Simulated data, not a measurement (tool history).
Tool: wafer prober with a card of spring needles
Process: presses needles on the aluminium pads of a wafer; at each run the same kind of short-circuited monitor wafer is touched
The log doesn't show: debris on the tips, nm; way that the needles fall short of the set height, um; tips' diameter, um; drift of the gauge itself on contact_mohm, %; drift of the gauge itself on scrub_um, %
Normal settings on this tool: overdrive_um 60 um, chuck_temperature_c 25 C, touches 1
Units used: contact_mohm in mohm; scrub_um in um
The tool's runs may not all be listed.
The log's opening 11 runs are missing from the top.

run	hour	overdrive_um	chuck_temperature_c	touches	touches since the tips were cleaned	cleanings since the card got new needles	touches since the first contact's height was set	contact_mohm	scrub_um
# hour 175.6: tips cleaned on abrasive film
12	180.6	60	25	1	1748	43	105628	222	8.76
# hour 182.2: tips cleaned on abrasive film
# hour 189.8: tips cleaned on abrasive film
# hour 197.5: tips cleaned on abrasive film
13	198.7	60	113	1	437	46	111888	243	8.79
# hour 204.3: tips cleaned on abrasive film
# hour 211.4: tips cleaned on abrasive film
14	216.1	42	25	1	1638	48	117929	228	6.18
# hour 217.7: tips cleaned on abrasive film
# hour 224.7: tips cleaned on abrasive film
# hour 231.1: tips cleaned on abrasive film
15	231.1	42	25	1	0	51	123097	230	6.25
# hour 238.6: tips cleaned on abrasive film
# hour 245.6: tips cleaned on abrasive film
16	245.6	43	91	1	0	53	128122	246	6.34
# hour 252.5: tips cleaned on abrasive film
17	258	40	25	1	1953	54	132440	235	5.95
# hour 259.6: tips cleaned on abrasive film
# hour 267.2: tips cleaned on abrasive film
18	271.5	51	67	1	1511	56	137119	237	7.49
# hour 274.5: tips cleaned on abrasive film
# hour 282: tips cleaned on abrasive film
19	283.7	44	67	1	619	58	141340	238	6.47
# hour 289.5: tips cleaned on abrasive film
# hour 296.9: tips cleaned on abrasive film
20	300.3	56	44	2	1210	60	147095	227	8.14
# hour 303.3: tips cleaned on abrasive film
# hour 309.9: tips cleaned on abrasive film
21	315.4	74	25	2	1919	62	152323	221	10.99
# hour 317: tips cleaned on abrasive film
# hour 324.6: tips cleaned on abrasive film
# hour 332.4: tips cleaned on abrasive film
# hour 340.1: tips cleaned on abrasive film
22	340.5	74	25	2	157	66	161001	220	10.95
# hour 346.3: tips cleaned on abrasive film
23	351.7	60	39	2	1907	67	164907	225	8.63
# hour 353.4: tips cleaned on abrasive film
# hour 359.6: tips cleaned on abrasive film
# hour 365.9: tips cleaned on abrasive film
24	365.9	60	59	2	0	70	169768	229	8.83
# hour 371.8: height of the first contact set anew
# hour 373.4: tips cleaned on abrasive film
# hour 380.6: tips cleaned on abrasive film
25	384.2	50	109	2	1278	72	4306	249	7.27
# hour 387.3: tips cleaned on abrasive film
# hour 394.6: tips cleaned on abrasive film
# hour 401.9: tips cleaned on abrasive film
26	407.3	50	82	2	1910	75	12318	242	7.39
# hour 408.5: tips cleaned on abrasive film
# hour 415.5: tips cleaned on abrasive film
27	418.4	50	82	2	1045	77	16155	242	7.39
# hour 422.6: tips cleaned on abrasive film
# hour 429.8: tips cleaned on abrasive film
28	431.3	64	25	2	533	79	20601	223	9.38
# hour 437.5: tips cleaned on abrasive film
# hour 444.5: tips cleaned on abrasive film
# hour 452.1: tips cleaned on abrasive film
29	455.1	65	80	1	1041	82	28858	239	9.66
# hour 459.6: tips cleaned on abrasive film
# hour 467.2: tips cleaned on abrasive film
# hour 474.8: tips cleaned on abrasive film
30	477.8	60	28	1	1060	85	36721	223	8.82

3 ways to go on from here, each from the tool as it stands after run 30. What would each give?
# hour 482.1: tips cleaned on abrasive film
# hour 489.6: tips cleaned on abrasive film
# hour 496.7: tips cleaned on abrasive film
A	500.6	53	48	1	1370	88	44643	?	?
# hour 482.1: tips cleaned on abrasive film
# hour 489.6: tips cleaned on abrasive film
# hour 496.7: tips cleaned on abrasive film
B	500.6	54	28	1	1370	88	44643	?	?
# hour 482.1: tips cleaned on abrasive film
# hour 489.6: tips cleaned on abrasive film
# hour 496.7: tips cleaned on abrasive film
C	500.6	60	51	1	1370	88	44643	?	?

run	contact_mohm	scrub_um
A	231	7.85
B	224	7.92
C	229	8.82
Take away the tool's hidden state, keep each run's random variation, and the runs would have read:
run	contact_mohm	scrub_um
A	230	7.85
B	223	7.92
C	228	8.82

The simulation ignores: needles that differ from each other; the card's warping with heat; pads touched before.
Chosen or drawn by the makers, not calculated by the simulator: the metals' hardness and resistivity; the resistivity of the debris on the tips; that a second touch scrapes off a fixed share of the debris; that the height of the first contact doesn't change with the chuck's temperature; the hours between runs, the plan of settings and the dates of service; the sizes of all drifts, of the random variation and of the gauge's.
